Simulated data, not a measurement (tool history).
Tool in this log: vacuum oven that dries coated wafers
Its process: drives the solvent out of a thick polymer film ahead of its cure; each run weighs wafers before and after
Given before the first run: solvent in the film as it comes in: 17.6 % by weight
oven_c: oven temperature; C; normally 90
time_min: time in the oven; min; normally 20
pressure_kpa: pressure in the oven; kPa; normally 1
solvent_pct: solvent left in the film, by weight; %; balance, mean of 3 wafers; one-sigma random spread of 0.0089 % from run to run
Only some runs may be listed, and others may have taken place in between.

run	hour	oven_c	time_min	pressure_kpa	solvent_pct
1	0	90	20	1	1.471
2	66.4	90	20	1.66	1.693
3	141.9	90	20	1.66	1.68
4	234.7	90	20	2.89	2.041
5	290.6	90	20	3.13	2.13
6	355.4	90	20	3.13	2.124
7	444.6	90	35	3.13	1.244
8	493.1	90	20	1	1.465
9	537.5	96	20	1	0.894
10	606.1	96	20	1	0.891
11	686.7	96	20	1	0.875
12	767.2	90	20	1	1.47
13	828.8	90	20	1	1.469
14	904	90	20	1	1.483
15	970.8	90	20	1	1.469
16	1059.9	90	20	1	1.462
17	1128.9	90	20	1	1.472
18	1222.6	90	20	1	1.459
19	1285.5	90	20	1	1.456
20	1349.4	102	28	0.59	0.246
21	1419.6	102	28	0.59	0.255
22	1511.3	90	15	0.74	2.326
23	1604.2	85	11	0.6	4.658
24	1692.9	85	11	0.6	4.638
25	1747.2	81	29	3.85	2.798
26	1811.4	84	14	2.95	4.403
27	1872.6	92	20	0.7	1.152
# hour 1950.6: oven's thermocouples calibrated
28	1958.3	91	20	2.45	1.767
29	2001.3	89	17	0.93	2.08
30	2092.6	75	13	1	6.141
31	2133	75	12	2.52	7.114
32	2226.7	75	12	2.52	7.108
33	2276.2	90	23	1.71	1.343
34	2322.1	90	23	1.71	1.364
35	2390.2	90	20	0.65	1.354

Hidden state or all else? Some run-to-run changes of solvent_pct, split into what the settings, what came in and random variation would give without the hidden state, and what is left for the hidden state (with any gauge scatter that isn't in both results):
The hidden state here: true wafer temperature over the reading, C; true pressure over the reading, kPa; drift of the gauge itself on solvent_pct, %.
Run 24 -> 25: oven_c 85 -> 81, time_min 11 -> 29, pressure_kpa 0.6 -> 3.85. solvent_pct -1.84 %: hidden state +0.075, all else -1.915.
Run 25 -> 26: oven_c 81 -> 84, time_min 29 -> 14, pressure_kpa 3.85 -> 2.95. solvent_pct +1.605 %: hidden state -0.07, all else +1.675.
Run 26 -> 27: oven_c 84 -> 92, time_min 14 -> 20, pressure_kpa 2.95 -> 0.7. solvent_pct -3.251 %: hidden state +0.031, all else -3.282.
Run 29 -> 30: oven_c 89 -> 75, time_min 17 -> 13, pressure_kpa 0.93 -> 1. solvent_pct +4.061 %: hidden state +0.009, all else +4.052.
Run 32 -> 33: oven_c 75 -> 90, time_min 12 -> 23, pressure_kpa 2.52 -> 1.71. solvent_pct -5.765 %: hidden state +0.029, all else -5.794.
